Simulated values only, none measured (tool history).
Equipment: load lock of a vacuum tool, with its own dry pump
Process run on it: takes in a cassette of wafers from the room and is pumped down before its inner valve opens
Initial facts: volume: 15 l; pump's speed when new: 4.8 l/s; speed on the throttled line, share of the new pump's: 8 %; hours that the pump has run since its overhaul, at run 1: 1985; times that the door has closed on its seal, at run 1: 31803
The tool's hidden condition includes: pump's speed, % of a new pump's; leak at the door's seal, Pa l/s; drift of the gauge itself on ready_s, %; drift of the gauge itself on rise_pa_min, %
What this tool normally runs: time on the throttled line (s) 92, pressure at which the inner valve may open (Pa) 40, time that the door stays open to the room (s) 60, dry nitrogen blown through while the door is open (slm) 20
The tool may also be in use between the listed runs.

run	hour	time on the throttled line (s)	pressure at which the inner valve may open (Pa)	time that the door stays open to the room (s)	dry nitrogen blown through while the door is open (slm)	hours that the pump has run since its overhaul	times that the door has closed on its seal	incoming humidity of the room's air, %	time from the closed door until the inner valve may open (s)	rise of the pressure with all valves shut (Pa/min)
1	0	92	40	60	20	1985	31803	45.2	109.2	0.069
2	316.7	92	40	124	20	2301	32406	43.5	109.3	0.086
3	630.4	57	40	60	20	2615	33003	45.7	77.1	0.078
4	935.2	92	40	60	20	2920	33583	46.1	108.6	0.078
5	1219.7	92	40	85	20	3204	34125	44.5	108.7	0.078
6	1625.9	92	40	85	20	3610	34898	46.9	107.7	0.089
7	1946.2	92	40	127	20	3931	35508	44.8	107.7	0.089
8	2366.3	96	40	127	20	4351	36308	44.8	113	0.09
9	2702	92	40	60	20	4687	36947	41.9	108.8	0.07
10	2998.8	92	40	60	20	4983	37512	45.7	108.7	0.078
11	3304	92	40	60	20	5288	38093	44.8	108	0.075
12	3661.5	92	40	60	20	5646	38774	46.2	109.6	0.074
13	3876.2	92	40	60	20	5861	39183	44.8	108.4	0.072
14	4323.6	56	33	60	20	6308	40035	44.1	76.7	0.083
15	4584.1	118	40	60	20	6569	40530	45.4	132.5	0.079
16	4930	92	35	216	5	6915	41189	40.7	109.6	0.128
17	5320.5	92	40	96	14	7305	41933	42.7	108.1	0.084
18	5753.2	92	40	185	10	7738	42756	44.3	107.8	0.123
19	6197.9	92	39	35	4	8182	43603	43.6	109.2	0.081
20	6570.8	92	39	35	4	8555	44313	43.3	109.2	0.083
21	6984.2	54	52	35	4	8969	45100	44.4	73.5	0.084
22	7218.2	92	40	48	28	9203	45545	41.5	108.2	0.056
23	7644.9	49	49	60	36	9629	46358	44.5	68.3	0.06
24	7977.8	49	49	60	36	9962	46992	46.6	68.4	0.062

Forecast each of these 4 alternatives for the next run:
A	8294.6	169	36	60	28	10279	47595	45.1	?	?
B	8294.6	64	47	98	36	10279	47595	46.9	?	?
C	8294.6	105	49	38	7	10279	47595	47.4	?	?
D	8294.6	49	49	75	36	10279	47595	43.4	?	?

run	time from the closed door until the inner valve may open (s)	rise of the pressure with all valves shut (Pa/min)
A	180	0.068
B	82.4	0.067
C	119.2	0.093
D	68.6	0.063
With the hidden condition removed and each run's random variation left untouched, the same runs would have given:
run	time from the closed door until the inner valve may open (s)	rise of the pressure with all valves shut (Pa/min)
A	180	0.067
B	82.4	0.066
C	119.2	0.092
D	68.6	0.062
